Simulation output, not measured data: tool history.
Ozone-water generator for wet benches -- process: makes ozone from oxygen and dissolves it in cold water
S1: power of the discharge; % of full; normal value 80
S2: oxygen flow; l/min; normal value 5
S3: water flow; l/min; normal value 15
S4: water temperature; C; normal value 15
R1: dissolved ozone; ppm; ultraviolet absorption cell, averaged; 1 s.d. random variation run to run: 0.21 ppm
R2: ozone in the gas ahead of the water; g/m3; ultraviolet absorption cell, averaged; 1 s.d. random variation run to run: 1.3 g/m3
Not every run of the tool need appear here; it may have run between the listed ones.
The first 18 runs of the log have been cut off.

run,hour,S1,S2,S3,S4,R1,R2
19,523.1,50,2.98,19,8,17.8,213.1
20,561.1,54,2.92,16,19,20,230.6
# hour 563.5: gauge calibrated
21,595.7,80,5,15,18,29.5,240.2
22,630.2,80,5,15,18,29.4,238.8
23,658.8,55,7.17,10,19,24.4,131.1
24,696.4,55,2.65,13,19,25.1,256.7
25,717.8,80,3.6,15,10,34.4,295.9
26,757.3,80,3.06,15,15,32.8,329.6
27,782.3,51,6,10,16,25.6,137.1
28,802.8,51,6,10,16,25.6,137.7
29,822.1,51,6,10,16,25.8,137.1
30,847.9,51,6,10,16,25.1,137.1
31,864.3,51,6,10,16,25.7,136.3
32,894.4,44,5,15,9,19.3,135
33,931.3,60,5,14,14,25.2,178

Consider 4 possible next runs. They are alternatives, not a sequence: every one starts from the tool as it was left by run 33. What does each give?
A,948.3,60,5,17,14,?,?
B,948.3,84,3.62,15,14,?,?
C,948.3,80,5,11,15,?,?
D,948.3,80,5,11,20,?,?

run,R1,R2
A,21.3,178.8
B,34,304.4
C,39.4,235
D,35.6,235.9
The same runs, with their run-to-run variation unchanged, on a tool lacking any hidden condition would have given:
run,R1,R2
A,21.3,182.5
B,34.1,310.7
C,39.5,239.9
D,35.6,240.8

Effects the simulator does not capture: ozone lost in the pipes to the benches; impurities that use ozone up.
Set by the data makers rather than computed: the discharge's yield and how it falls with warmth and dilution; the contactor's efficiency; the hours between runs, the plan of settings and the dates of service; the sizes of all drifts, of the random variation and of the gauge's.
